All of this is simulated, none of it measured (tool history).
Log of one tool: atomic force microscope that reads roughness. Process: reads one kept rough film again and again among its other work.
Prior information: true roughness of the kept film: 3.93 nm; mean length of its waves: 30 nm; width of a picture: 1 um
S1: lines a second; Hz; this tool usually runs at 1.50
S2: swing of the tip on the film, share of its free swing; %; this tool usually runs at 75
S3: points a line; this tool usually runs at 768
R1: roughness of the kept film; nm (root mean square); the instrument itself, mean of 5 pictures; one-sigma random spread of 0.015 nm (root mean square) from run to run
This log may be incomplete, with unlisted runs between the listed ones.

run,hour,S1,S2,S3,R1
1,0.0,1.50,75,768,2.976
2,26.7,1.50,75,768,2.829
# hour 61.5: new tip fitted
3,79.6,1.50,75,768,3.364
4,123.0,3.63,75,768,2.934
5,171.5,3.63,75,768,2.682
# hour 194.9: new tip fitted
6,205.8,1.50,75,768,3.414
7,238.1,1.50,71,768,3.191
8,278.1,1.50,71,768,2.971
9,321.6,1.50,61,768,2.748
# hour 330.1: new tip fitted
10,366.5,1.50,75,768,3.248
11,409.4,1.50,75,768,2.993
12,442.3,1.23,75,768,2.829
# hour 464.7: new tip fitted
13,471.5,1.07,56,528,3.520
14,498.4,1.07,56,528,3.381
15,531.0,1.67,67,687,3.083
16,581.5,1.41,67,687,2.824
# hour 597.9: new tip fitted
17,618.3,0.88,78,525,3.401
18,641.0,1.78,78,525,3.155
19,679.1,0.66,79,706,3.033
20,705.2,0.66,59,581,2.952
# hour 733.8: new tip fitted
21,748.4,0.66,76,503,3.447

Had the tool no unlogged condition, and each run kept its random variation, what would the results have been?
Unlogged tool condition in this case: radius of the tip, nm; height scale over the true one, %; drift of the gauge itself on roughness_nm, %.
run,R1
1,3.496
2,3.492
3,3.497
4,3.351
5,3.358
6,3.486
7,3.511
8,3.538
9,3.525
10,3.476
11,3.506
12,3.524
13,3.564
14,3.609
15,3.524
16,3.540
17,3.527
18,3.424
19,3.530
20,3.606
21,3.533
